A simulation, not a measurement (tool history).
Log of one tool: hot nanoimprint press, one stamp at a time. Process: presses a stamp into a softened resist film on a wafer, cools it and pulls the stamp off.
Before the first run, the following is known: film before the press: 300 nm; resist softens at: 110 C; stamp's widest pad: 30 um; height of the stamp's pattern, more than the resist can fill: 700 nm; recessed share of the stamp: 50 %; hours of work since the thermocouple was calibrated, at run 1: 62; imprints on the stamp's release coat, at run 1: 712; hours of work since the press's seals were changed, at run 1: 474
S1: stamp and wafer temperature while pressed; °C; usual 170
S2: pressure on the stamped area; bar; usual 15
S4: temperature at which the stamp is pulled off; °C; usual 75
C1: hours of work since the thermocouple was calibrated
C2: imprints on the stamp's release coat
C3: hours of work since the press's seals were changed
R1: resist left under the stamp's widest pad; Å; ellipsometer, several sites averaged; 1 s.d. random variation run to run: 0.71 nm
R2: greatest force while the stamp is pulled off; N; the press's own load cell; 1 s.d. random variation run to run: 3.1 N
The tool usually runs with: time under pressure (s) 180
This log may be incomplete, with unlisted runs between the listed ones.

run 1 hour=0 | S1=170 S2=15 time_under_pressure_(s)=180 S4=75 | C1=62 C2=712 C3=474 | R1=1273 R2=148
run 2 hour=27.7 | S1=170 S2=15 time_under_pressure_(s)=180 S4=75 | C1=79 C2=768 C3=491 | R1=1262 R2=146
run 3 hour=43.5 | S1=170 S2=15 time_under_pressure_(s)=180 S4=75 | C1=89 C2=800 C3=501 | R1=1282 R2=149
run 4 hour=61.1 | S1=170 S2=15 time_under_pressure_(s)=180 S4=75 | C1=100 C2=836 C3=512 | R1=1249 R2=151
run 5 hour=90.9 | S1=170 S2=15 time_under_pressure_(s)=180 S4=75 | C1=119 C2=897 C3=530 | R1=1267 R2=147
run 6 hour=118.8 | S1=170 S2=15 time_under_pressure_(s)=180 S4=75 | C1=136 C2=953 C3=548 | R1=1249 R2=152
run 7 hour=141.6 | S1=170 S2=15 time_under_pressure_(s)=120 S4=75 | C1=150 C2=1000 C3=562 | R1=1489 R2=150
run 8 hour=166.5 | S1=170 S2=15 time_under_pressure_(s)=310 S4=75 | C1=166 C2=1050 C3=577 | R1=991 R2=144
run 9 hour=183.5 | S1=170 S2=15 time_under_pressure_(s)=310 S4=75 | C1=176 C2=1085 C3=588 | R1=1007 R2=148
run 10 hour=198.7 | S1=176 S2=15 time_under_pressure_(s)=180 S4=75 | C1=186 C2=1115 C3=598 | R1=1009 R2=149
run 11 hour=229.3 | S1=176 S2=15 time_under_pressure_(s)=158 S4=75 | C1=205 C2=1178 C3=617 | R1=1058 R2=144
run 12 hour=256.2 | S1=176 S2=15 time_under_pressure_(s)=158 S4=75 | C1=221 C2=1232 C3=633 | R1=1067 R2=147
run 13 hour=288.6 | S1=176 S2=15 time_under_pressure_(s)=158 S4=75 | C1=242 C2=1298 C3=653 | R1=1060 R2=147
-- hour=312.5 plate thermocouple calibrated
run 14 hour=318.1 | S1=176 S2=15 time_under_pressure_(s)=158 S4=75 | C1=3 C2=1352 C3=670 | R1=1069 R2=142
-- hour=352.9 press's hydraulic seals changed and the load cell set to zero
run 15 hour=357 | S1=176 S2=15 time_under_pressure_(s)=158 S4=75 | C1=23 C2=1415 C3=3 | R1=1061 R2=144
run 16 hour=372.7 | S1=176 S2=15 time_under_pressure_(s)=158 S4=75 | C1=32 C2=1447 C3=12 | R1=1056 R2=146
-- hour=404.5 stamp cleaned and given a new release coat
run 17 hour=407.4 | S1=172 S2=15 time_under_pressure_(s)=180 S4=72 | C1=50 C2=6 C3=30 | R1=1162 R2=154
run 18 hour=434.2 | S1=172 S2=15 time_under_pressure_(s)=180 S4=72 | C1=67 C2=60 C3=47 | R1=1154 R2=156
run 19 hour=463.4 | S1=182 S2=22.7 time_under_pressure_(s)=91 S4=65 | C1=85 C2=119 C3=65 | R1=902 R2=166
run 20 hour=491.6 | S1=173 S2=15 time_under_pressure_(s)=284 S4=64 | C1=103 C2=177 C3=83 | R1=910 R2=167
run 21 hour=521.9 | S1=160 S2=11.9 time_under_pressure_(s)=284 S4=64 | C1=122 C2=238 C3=101 | R1=1628 R2=166
-- hour=536.4 gauge calibrated
run 22 hour=538.8 | S1=160 S2=11.9 time_under_pressure_(s)=284 S4=64 | C1=132 C2=273 C3=112 | R1=1685 R2=166
run 23 hour=569.8 | S1=170 S2=15 time_under_pressure_(s)=180 S4=71 | C1=151 C2=336 C3=131 | R1=1271 R2=155
run 24 hour=602.2 | S1=170 S2=15 time_under_pressure_(s)=180 S4=71 | C1=172 C2=401 C3=151 | R1=1265 R2=156
run 25 hour=633.1 | S1=163 S2=11.9 time_under_pressure_(s)=179 S4=67 | C1=191 C2=464 C3=171 | R1=1767 R2=160
run 26 hour=663.5 | S1=163 S2=11.9 time_under_pressure_(s)=179 S4=67 | C1=210 C2=526 C3=190 | R1=1757 R2=159
run 27 hour=693.4 | S1=174 S2=18.4 time_under_pressure_(s)=180 S4=75 | C1=228 C2=587 C3=208 | R1=992 R2=147
run 28 hour=716.8 | S1=174 S2=18.4 time_under_pressure_(s)=180 S4=75 | C1=243 C2=634 C3=223 | R1=990 R2=145
-- hour=737 plate thermocouple calibrated
run 29 hour=737 | S1=172 S2=15 time_under_pressure_(s)=275 S4=71 | C1=0 C2=669 C3=233 | R1=984 R2=157
run 30 hour=764.2 | S1=172 S2=15 time_under_pressure_(s)=275 S4=71 | C1=17 C2=724 C3=250 | R1=977 R2=157

Pick out some run-to-run changes in R1. Of each, how much would a tool without hidden state show as well, from the settings, what came in and chance, and how much is left for the hidden state and any gauge scatter not in both results compared?
Hidden state at play: true temperature over the reading, C; pressure that arrives at the usual setting, %; grip of the stamp's worn release coat, % over a new coat's; drift of the gauge itself on residual_nm, %; drift of the gauge itself on pull_off_n, %.
Run 18 -> 19: S1 172 -> 182, S2 15 -> 22.7, time under pressure (s) 180 -> 91, S4 72 -> 65. R1 -252 Å: hidden state +6, all else -258.
Run 20 -> 21: S1 173 -> 160, S2 15 -> 11.9. R1 +718 Å: hidden state -23, all else +741.
Run 21 -> 22: gauge calibrated. R1 +57 Å: hidden state +45, all else +12.
Run 24 -> 25: S1 170 -> 163, S2 15 -> 11.9, time under pressure (s) 180 -> 179, S4 71 -> 67. R1 +502 Å: hidden state -5, all else +507.
Run 26 -> 27: S1 163 -> 174, S2 11.9 -> 18.4, time under pressure (s) 179 -> 180, S4 67 -> 75. R1 -765 Å: hidden state +5, all else -770.
